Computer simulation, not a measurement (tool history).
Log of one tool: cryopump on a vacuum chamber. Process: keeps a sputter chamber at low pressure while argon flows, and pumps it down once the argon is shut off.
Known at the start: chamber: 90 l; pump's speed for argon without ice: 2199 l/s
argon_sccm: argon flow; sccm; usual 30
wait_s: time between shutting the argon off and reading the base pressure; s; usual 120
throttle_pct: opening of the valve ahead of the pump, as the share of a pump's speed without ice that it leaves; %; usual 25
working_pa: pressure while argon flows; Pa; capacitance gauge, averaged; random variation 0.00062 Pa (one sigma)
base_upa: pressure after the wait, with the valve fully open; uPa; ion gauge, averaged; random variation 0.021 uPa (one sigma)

run	hour	argon_sccm	wait_s	throttle_pct	working_pa	base_upa
1	0.0	30	120	25	0.0963	0.48
2	18.3	30	120	26	0.0913	0.51
3	30.4	30	120	26	0.0906	0.52
4	54.0	30	68	25	0.0949	0.76
5	68.6	30	68	25	0.0960	0.70
6	79.8	30	219	25	0.0949	0.36
7	98.0	30	71	25	0.0954	0.75
8	108.8	25	52	31	0.0644	0.91
9	125.6	38	68	58	0.0558	0.73
10	147.7	38	68	58	0.0554	0.74
11	159.6	15	28	20	0.0602	1.63

5 ways to go on from here, each from the tool as it stands after run 11. What would each give?
A	179.7	30	120	19	?	?
B	179.7	30	100	33	?	?
C	179.7	30	190	25	?	?
D	179.7	15	98	20	?	?
E	179.7	15	28	50	?	?

run	working_pa	base_upa
A	0.1260	0.48
B	0.0732	0.58
C	0.0957	0.38
D	0.0596	0.58
E	0.0246	1.54
Without the tool's hidden state the same runs would have given:
run	working_pa	base_upa
A	0.1222	0.43
B	0.0693	0.53
C	0.0919	0.33
D	0.0577	0.53
E	0.0227	1.49
